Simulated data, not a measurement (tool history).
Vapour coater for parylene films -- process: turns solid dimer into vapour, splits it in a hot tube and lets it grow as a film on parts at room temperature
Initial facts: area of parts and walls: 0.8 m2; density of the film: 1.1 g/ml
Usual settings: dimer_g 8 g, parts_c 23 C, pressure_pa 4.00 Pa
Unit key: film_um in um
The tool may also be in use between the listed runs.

run    hour  dimer_g  parts_c  pressure_pa  film_um
  1     0.0        8       23         4.00     5.45
       20.0  -- trap's valve overhauled
  2    36.7        8       23         4.00     5.28
  3    77.0        8       27         4.00     4.66
  4   134.9        8       27         4.00     4.78
      171.1  -- trap's valve overhauled, once more
  5   189.9        6       23         4.00     4.35
  6   224.2        6       23         4.00     4.35
  7   280.0        6       23         4.00     4.30
  8   312.0        6       23         4.00     4.30
  9   361.0        6       23         4.00     4.32
 10   399.3       13       23         4.00     9.28
 11   440.3        8       23        10.61     4.99
 12   477.8        4       23         4.00     2.93
 13   520.5        6       23         4.00     4.25
 14   552.4        8       23        10.59     4.99
 15   592.5        8       22         3.62     5.87
 16   638.8        3       28         3.83     1.86
 17   674.9        9       20         3.31     6.97
 18   701.7        9       20         3.31     6.93
 19   747.2        9       20         3.31     7.00
 20   787.7        9       24         3.31     6.29
 21   822.2        8       16         4.00     6.52
 22   860.4        8       16         4.00     6.44
 23   896.9        8       16         4.00     6.56
 24   933.4        8       16         4.00     6.50
 25   993.9        8       16         6.41     6.05
 26  1044.5        8       16         6.41     6.04

Forecast each of these 4 alternatives for the next run:
     1059.1  -- trap's valve overhauled
  A  1106.5        9       23         2.45        ?
     1059.1  -- trap's valve overhauled
  B  1106.5        8       16         3.33        ?
     1059.1  -- trap's valve overhauled
  C  1106.5        8       16        10.02        ?
     1059.1  -- trap's valve overhauled
  D  1106.5        8       34         4.00        ?

run  film_um
  A     6.80
  B     6.78
  C     5.99
  D     4.38
The same runs, with their run-to-run variation unchanged, on a tool lacking any hidden condition would have given:
run  film_um
  A     7.04
  B     7.01
  C     6.20
  D     4.53
